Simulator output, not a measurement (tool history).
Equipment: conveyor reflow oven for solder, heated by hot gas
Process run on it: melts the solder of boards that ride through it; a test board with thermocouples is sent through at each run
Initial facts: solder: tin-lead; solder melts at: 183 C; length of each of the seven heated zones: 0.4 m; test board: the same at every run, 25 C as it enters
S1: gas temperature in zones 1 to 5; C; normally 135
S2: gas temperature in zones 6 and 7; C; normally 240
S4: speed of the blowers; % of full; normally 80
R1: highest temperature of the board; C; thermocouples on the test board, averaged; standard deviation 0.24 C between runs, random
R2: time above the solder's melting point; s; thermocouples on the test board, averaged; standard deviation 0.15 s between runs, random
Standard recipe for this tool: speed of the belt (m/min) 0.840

{"run": 1, "day": 0.0, "S1": 135, "S2": 240, "speed of the belt (m/min)": 0.84, "S4": 80, "R1": 221.4, "R2": 44.2}
{"run": 2, "day": 0.383, "S1": 135, "S2": 240, "speed of the belt (m/min)": 0.739, "S4": 80, "R1": 225.8, "R2": 53.2}
{"run": 3, "day": 0.988, "S1": 135, "S2": 240, "speed of the belt (m/min)": 0.739, "S4": 80, "R1": 225.8, "R2": 53.2}
{"run": 4, "day": 1.421, "S1": 135, "S2": 240, "speed of the belt (m/min)": 0.739, "S4": 80, "R1": 225.4, "R2": 53.1}
{"run": 5, "day": 2.225, "S1": 135, "S2": 240, "speed of the belt (m/min)": 0.84, "S4": 74, "R1": 219.5, "R2": 42.9}
{"run": 6, "day": 2.862, "S1": 135, "S2": 240, "speed of the belt (m/min)": 0.84, "S4": 74, "R1": 219.8, "R2": 42.9}
{"run": 7, "day": 3.542, "S1": 135, "S2": 240, "speed of the belt (m/min)": 0.84, "S4": 74, "R1": 219.5, "R2": 42.8}
{"run": 8, "day": 4.333, "S1": 135, "S2": 240, "speed of the belt (m/min)": 0.84, "S4": 80, "R1": 221.7, "R2": 44.2}
{"run": 9, "day": 4.775, "S1": 135, "S2": 240, "speed of the belt (m/min)": 0.84, "S4": 80, "R1": 221.6, "R2": 44.2}
{"run": 10, "day": 5.475, "S1": 135, "S2": 240, "speed of the belt (m/min)": 0.84, "S4": 80, "R1": 221.6, "R2": 44.1}
{"run": 11, "day": 6.075, "S1": 135, "S2": 240, "speed of the belt (m/min)": 0.84, "S4": 80, "R1": 221.7, "R2": 44.1}
{"run": 12, "day": 6.496, "S1": 135, "S2": 240, "speed of the belt (m/min)": 0.84, "S4": 80, "R1": 221.1, "R2": 44.0}
{"run": 13, "day": 7.317, "S1": 135, "S2": 240, "speed of the belt (m/min)": 0.84, "S4": 80, "R1": 221.6, "R2": 44.0}
{"run": 14, "day": 7.796, "S1": 135, "S2": 240, "speed of the belt (m/min)": 0.84, "S4": 80, "R1": 221.5, "R2": 44.1}
{"run": 15, "day": 8.571, "S1": 134, "S2": 240, "speed of the belt (m/min)": 0.729, "S4": 76, "R1": 224.9, "R2": 52.7}
{"run": 16, "day": 9.0, "S1": 134, "S2": 240, "speed of the belt (m/min)": 0.729, "S4": 76, "R1": 224.9, "R2": 52.6}
{"run": 17, "day": 9.358, "S1": 145, "S2": 240, "speed of the belt (m/min)": 0.84, "S4": 80, "R1": 223.3, "R2": 47.8}
{"run": 18, "day": 9.979, "S1": 145, "S2": 240, "speed of the belt (m/min)": 0.84, "S4": 80, "R1": 223.1, "R2": 47.5}
{"run": 19, "day": 10.65, "S1": 145, "S2": 240, "speed of the belt (m/min)": 0.84, "S4": 80, "R1": 223.6, "R2": 47.5}
{"run": 20, "day": 11.288, "S1": 141, "S2": 240, "speed of the belt (m/min)": 0.84, "S4": 63, "R1": 216.4, "R2": 42.2}
{"run": 21, "day": 11.804, "S1": 135, "S2": 240, "speed of the belt (m/min)": 0.84, "S4": 63, "R1": 215.0, "R2": 39.6}
{"run": 22, "day": 12.396, "S1": 135, "S2": 240, "speed of the belt (m/min)": 0.769, "S4": 73, "R1": 221.8, "R2": 48.8}
{"run": 23, "day": 13.033, "S1": 138, "S2": 240, "speed of the belt (m/min)": 0.84, "S4": 71, "R1": 218.8, "R2": 43.0}
{"run": 24, "day": 13.671, "S1": 138, "S2": 238, "speed of the belt (m/min)": 0.727, "S4": 57, "R1": 216.6, "R2": 48.2}
{"run": 25, "day": 14.112, "S1": 135, "S2": 237, "speed of the belt (m/min)": 0.84, "S4": 80, "R1": 219.1, "R2": 42.9}

Run 26 comes next. What will it give?
{"run": 26, "day": 14.738, "S1": 135, "S2": 237, "speed of the belt (m/min)": 0.84, "S4": 80, "R1": "?", "R2": "?"}

{"run 26": {"R1": 219.5, "R2": 43.0}}
With no hidden state in the tool, this same run would have given R1 219.6 C, R2 43.1 s.

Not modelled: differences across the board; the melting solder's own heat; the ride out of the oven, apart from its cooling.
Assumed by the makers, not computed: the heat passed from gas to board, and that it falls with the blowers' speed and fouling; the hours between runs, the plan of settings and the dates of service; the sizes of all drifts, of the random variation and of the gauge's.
